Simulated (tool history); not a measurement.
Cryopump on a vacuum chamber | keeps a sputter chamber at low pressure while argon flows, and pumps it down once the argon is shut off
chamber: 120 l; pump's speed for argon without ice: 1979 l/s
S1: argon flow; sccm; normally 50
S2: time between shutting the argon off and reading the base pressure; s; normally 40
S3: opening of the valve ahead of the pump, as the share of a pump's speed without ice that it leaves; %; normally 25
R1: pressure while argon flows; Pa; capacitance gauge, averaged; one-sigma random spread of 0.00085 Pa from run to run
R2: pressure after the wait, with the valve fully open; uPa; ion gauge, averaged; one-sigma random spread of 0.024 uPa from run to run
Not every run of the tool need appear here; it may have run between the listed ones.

| run | day | S1 | S2 | S3 | R1 | R2 |
|---|---|---|---|---|---|---|
| 1 | 0.000 | 50 | 40 | 25 | 0.1806 | 1.84 |
| 2 | 1.679 | 50 | 40 | 25 | 0.1831 | 1.96 |
|  | 5.083 | pump warmed up, emptied and cooled again |
| 3 | 5.438 | 50 | 40 | 25 | 0.1704 | 1.81 |
| 4 | 8.292 | 50 | 40 | 25 | 0.1717 | 1.85 |
| 5 | 9.817 | 50 | 237 | 25 | 0.1722 | 1.24 |
| 6 | 12.921 | 50 | 237 | 25 | 0.1720 | 1.31 |
| 7 | 16.100 | 50 | 237 | 25 | 0.1720 | 1.35 |
| 8 | 17.883 | 50 | 40 | 57 | 0.0783 | 1.98 |
| 9 | 21.629 | 50 | 40 | 57 | 0.0781 | 1.99 |
| 10 | 24.504 | 50 | 40 | 57 | 0.0784 | 2.06 |
| 11 | 26.804 | 50 | 40 | 57 | 0.0798 | 2.08 |
| 12 | 28.325 | 50 | 40 | 57 | 0.0797 | 2.13 |
| 13 | 31.012 | 50 | 40 | 28 | 0.1576 | 2.19 |
| 14 | 34.442 | 50 | 40 | 28 | 0.1589 | 2.27 |
| 15 | 37.250 | 50 | 40 | 17 | 0.2574 | 2.31 |
| 16 | 40.508 | 50 | 40 | 17 | 0.2564 | 2.27 |
|  | 42.562 | leaking fittings of the chamber tightened, without venting |
| 17 | 42.562 | 50 | 40 | 17 | 0.2578 | 0.93 |
| 18 | 45.729 | 43 | 249 | 20 | 0.1900 | 0.36 |
| 19 | 48.375 | 83 | 186 | 38 | 0.1991 | 0.39 |
| 20 | 50.042 | 83 | 186 | 38 | 0.1987 | 0.47 |
| 21 | 51.962 | 31 | 40 | 26 | 0.1068 | 1.02 |
| 22 | 55.188 | 29 | 26 | 28 | 0.0929 | 1.44 |
| 23 | 58.904 | 66 | 110 | 25 | 0.2389 | 0.63 |
| 24 | 60.600 | 47 | 40 | 16 | 0.2602 | 1.13 |
| 25 | 62.808 | 50 | 40 | 25 | 0.1808 | 1.17 |
| 26 | 64.696 | 50 | 40 | 28 | 0.1635 | 1.24 |
| 27 | 66.371 | 50 | 48 | 53 | 0.0924 | 1.12 |
| 28 | 68.467 | 63 | 24 | 16 | 0.3552 | 1.75 |
|  | 71.433 | pump warmed up, emptied and cooled again |
| 29 | 71.938 | 46 | 24 | 36 | 0.1108 | 1.64 |
| 30 | 73.833 | 50 | 22 | 24 | 0.1804 | 1.83 |
| 31 | 76.542 | 68 | 28 | 42 | 0.1420 | 1.49 |
| 32 | 80.075 | 68 | 28 | 42 | 0.1430 | 1.59 |
| 33 | 83.717 | 21 | 51 | 25 | 0.0732 | 1.16 |

Branching from run 33: 4 alternative next runs. What would each branch give?
| A | 87.008 | 73 | 165 | 15 | ? | ? |
| B | 87.008 | 56 | 20 | 39 | ? | ? |
| C | 87.008 | 83 | 40 | 41 | ? | ? |
| D | 87.008 | 32 | 109 | 25 | ? | ? |

| run | R1 | R2 |
|---|---|---|
| A | 0.4208 | 0.82 |
| B | 0.1264 | 2.11 |
| C | 0.1791 | 1.37 |
| D | 0.1113 | 0.96 |
With the hidden condition removed and each run's random variation left untouched, the same runs would have given:
| run | R1 | R2 |
|---|---|---|
| A | 0.4154 | 0.31 |
| B | 0.1222 | 1.59 |
| C | 0.1730 | 0.86 |
| D | 0.1090 | 0.43 |
